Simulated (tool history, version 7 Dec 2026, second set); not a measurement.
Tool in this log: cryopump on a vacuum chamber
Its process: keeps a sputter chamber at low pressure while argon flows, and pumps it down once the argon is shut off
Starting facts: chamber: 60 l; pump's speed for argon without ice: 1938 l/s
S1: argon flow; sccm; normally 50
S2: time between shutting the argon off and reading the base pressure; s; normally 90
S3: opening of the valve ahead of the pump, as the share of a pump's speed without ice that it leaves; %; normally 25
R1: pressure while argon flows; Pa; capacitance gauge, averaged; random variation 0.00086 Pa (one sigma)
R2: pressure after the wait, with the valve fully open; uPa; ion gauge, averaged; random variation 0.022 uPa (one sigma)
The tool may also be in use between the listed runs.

| run | hour | S1 | S2 | S3 | R1 | R2 |
|---|---|---|---|---|---|---|
| 1 | 0 | 50 | 90 | 25 | 0.1831 | 0.64 |
| 2 | 72.1 | 50 | 90 | 25 | 0.1816 | 0.67 |
| 3 | 132.7 | 50 | 90 | 25 | 0.1824 | 0.67 |
| 4 | 200 | 50 | 90 | 25 | 0.1833 | 0.65 |
| 5 | 272.8 | 50 | 90 | 25 | 0.1852 | 0.7 |
| 6 | 320.7 | 50 | 90 | 25 | 0.1827 | 0.71 |
| 7 | 359.1 | 50 | 90 | 25 | 0.1833 | 0.7 |
| 8 | 407.5 | 26 | 90 | 25 | 0.0949 | 0.74 |
| 9 | 479.5 | 50 | 45 | 25 | 0.1872 | 1.21 |
| 10 | 533.5 | 50 | 45 | 25 | 0.1832 | 1.17 |
| 11 | 622.1 | 50 | 45 | 25 | 0.1854 | 1.21 |
| 12 | 702.4 | 67 | 29 | 32 | 0.1978 | 1.74 |
|  | 750.2 | pump warmed up, emptied and cooled again |
| 13 | 760.9 | 67 | 166 | 57 | 0.1061 | 0.5 |
| 14 | 807.7 | 61 | 67 | 37 | 0.1461 | 0.87 |
| 15 | 844.4 | 39 | 107 | 31 | 0.1113 | 0.67 |
| 16 | 923.4 | 39 | 107 | 31 | 0.1117 | 0.69 |

For run 17, what comes out?
| 17 | 983.4 | 79 | 33 | 29 | ? | ? |

R1: 0.2429 Pa
R2: 1.53 uPa
On a tool with no hidden condition, and with the same random variation, this run would have come out at R1 0.2373 Pa, R2 1.38 uPa.
